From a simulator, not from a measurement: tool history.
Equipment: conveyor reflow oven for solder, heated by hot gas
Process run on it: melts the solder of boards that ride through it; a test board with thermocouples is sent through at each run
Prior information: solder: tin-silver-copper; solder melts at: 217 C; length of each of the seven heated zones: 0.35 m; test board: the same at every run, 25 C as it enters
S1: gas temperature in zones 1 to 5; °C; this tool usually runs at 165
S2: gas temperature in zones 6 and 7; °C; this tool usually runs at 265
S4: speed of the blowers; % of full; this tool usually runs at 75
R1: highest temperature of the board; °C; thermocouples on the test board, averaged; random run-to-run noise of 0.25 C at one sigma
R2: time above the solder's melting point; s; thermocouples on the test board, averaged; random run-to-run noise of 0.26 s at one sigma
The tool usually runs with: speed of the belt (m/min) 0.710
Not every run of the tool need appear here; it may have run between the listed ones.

run 1 day=0.000 | S1=165 S2=265 speed_of_the_belt_(m/min)=0.710 S4=75 | R1=242.4 R2=34.2
run 2 day=1.779 | S1=165 S2=274 speed_of_the_belt_(m/min)=0.710 S4=75 | R1=249.9 R2=39.2
run 3 day=3.608 | S1=165 S2=265 speed_of_the_belt_(m/min)=0.710 S4=75 | R1=242.0 R2=33.9
run 4 day=5.392 | S1=165 S2=265 speed_of_the_belt_(m/min)=0.813 S4=75 | R1=236.9 R2=24.5
run 5 day=6.946 | S1=165 S2=265 speed_of_the_belt_(m/min)=0.813 S4=88 | R1=239.6 R2=27.3
run 6 day=8.521 | S1=155 S2=263 speed_of_the_belt_(m/min)=0.743 S4=75 | R1=236.9 R2=25.8
run 7 day=10.233 | S1=155 S2=263 speed_of_the_belt_(m/min)=0.743 S4=75 | R1=236.5 R2=25.7
run 8 day=11.538 | S1=170 S2=275 speed_of_the_belt_(m/min)=0.710 S4=75 | R1=251.6 R2=41.8
run 9 day=12.825 | S1=170 S2=275 speed_of_the_belt_(m/min)=0.710 S4=75 | R1=251.7 R2=41.2
run 10 day=13.825 | S1=165 S2=265 speed_of_the_belt_(m/min)=0.710 S4=71 | R1=241.4 R2=32.6

What if the next run were any one of these 4? Each begins from the tool's condition after run 10:
run A day=15.496 | S1=171 S2=265 speed_of_the_belt_(m/min)=0.736 S4=71 | R1=? R2=?
run B day=15.496 | S1=165 S2=265 speed_of_the_belt_(m/min)=0.770 S4=71 | R1=? R2=?
run C day=15.496 | S1=172 S2=265 speed_of_the_belt_(m/min)=0.651 S4=75 | R1=? R2=?
run D day=15.496 | S1=165 S2=265 speed_of_the_belt_(m/min)=0.732 S4=75 | R1=? R2=?

run=A R1=241.3 R2=33.3
run=B R1=237.9 R2=27.2
run=C R1=247.1 R2=43.4
run=D R1=241.6 R2=31.6
Without the tool's unlogged condition, the same runs would have read:
run=A R1=241.3 R2=33.4
run=B R1=238.0 R2=27.2
run=C R1=247.1 R2=43.5
run=D R1=241.6 R2=31.6
